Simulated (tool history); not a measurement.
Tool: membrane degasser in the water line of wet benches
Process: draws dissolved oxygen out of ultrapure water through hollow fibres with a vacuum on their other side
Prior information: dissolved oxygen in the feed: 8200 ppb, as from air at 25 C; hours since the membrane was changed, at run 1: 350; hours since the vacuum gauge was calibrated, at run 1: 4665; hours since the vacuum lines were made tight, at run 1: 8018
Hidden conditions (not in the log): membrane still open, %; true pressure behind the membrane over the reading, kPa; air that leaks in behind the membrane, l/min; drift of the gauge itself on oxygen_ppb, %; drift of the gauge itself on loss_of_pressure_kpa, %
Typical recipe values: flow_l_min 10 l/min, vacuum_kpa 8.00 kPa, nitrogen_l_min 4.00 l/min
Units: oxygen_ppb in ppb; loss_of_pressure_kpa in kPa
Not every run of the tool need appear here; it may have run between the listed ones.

run	hour	flow_l_min	vacuum_kpa	nitrogen_l_min	hours since the membrane was changed	hours since the vacuum gauge was calibrated	hours since the vacuum lines were made tight	oxygen_ppb	loss_of_pressure_kpa
1	0.0	10	8.00	4.00	350	4665	8018	36.8	54.01
# hour 16.5: vacuum gauge calibrated
2	99.9	10	8.00	4.00	450	83	8118	37.4	54.26
3	221.8	10	8.00	4.00	572	205	8240	37.2	54.32
4	364.5	10	8.00	4.00	714	348	8382	36.9	54.11
5	434.3	10	8.00	4.00	784	418	8452	36.9	54.03
6	501.0	8	8.00	4.00	851	484	8519	26.2	43.61
7	568.8	10	8.00	4.00	919	552	8587	37.6	54.01
8	655.0	8	8.00	4.00	1005	638	8673	26.0	43.08
9	808.4	10	7.45	9.96	1158	792	8826	18.0	53.49
10	890.1	10	7.45	9.96	1240	874	8908	17.6	54.16
11	1004.9	10	7.45	9.96	1355	988	9023	18.0	54.49
12	1126.6	16	9.12	3.23	1476	1110	9144	126.7	87.22
13	1238.4	6	8.00	4.00	1588	1222	9256	18.8	32.75
14	1360.9	6	8.00	4.00	1711	1344	9379	18.4	32.75
15	1471.6	10	7.79	4.57	1822	1455	9489	32.1	54.33

Predict each of these 4 candidate next runs independently; none follows another, all start after run 15:
A	1576.9	12	7.22	4.05	1927	1560	9595	?	?
B	1576.9	7	6.61	4.57	1927	1560	9595	?	?
C	1576.9	8	12.17	3.95	1927	1560	9595	?	?
D	1576.9	10	8.80	7.09	1927	1560	9595	?	?

run	oxygen_ppb	loss_of_pressure_kpa
A	47.4	65.03
B	13.7	37.43
C	47.1	43.17
D	27.0	53.99
What these runs would have given with no unlogged condition in the tool:
run	oxygen_ppb	loss_of_pressure_kpa
A	47.4	65.01
B	13.7	37.42
C	47.0	43.16
D	27.0	53.98

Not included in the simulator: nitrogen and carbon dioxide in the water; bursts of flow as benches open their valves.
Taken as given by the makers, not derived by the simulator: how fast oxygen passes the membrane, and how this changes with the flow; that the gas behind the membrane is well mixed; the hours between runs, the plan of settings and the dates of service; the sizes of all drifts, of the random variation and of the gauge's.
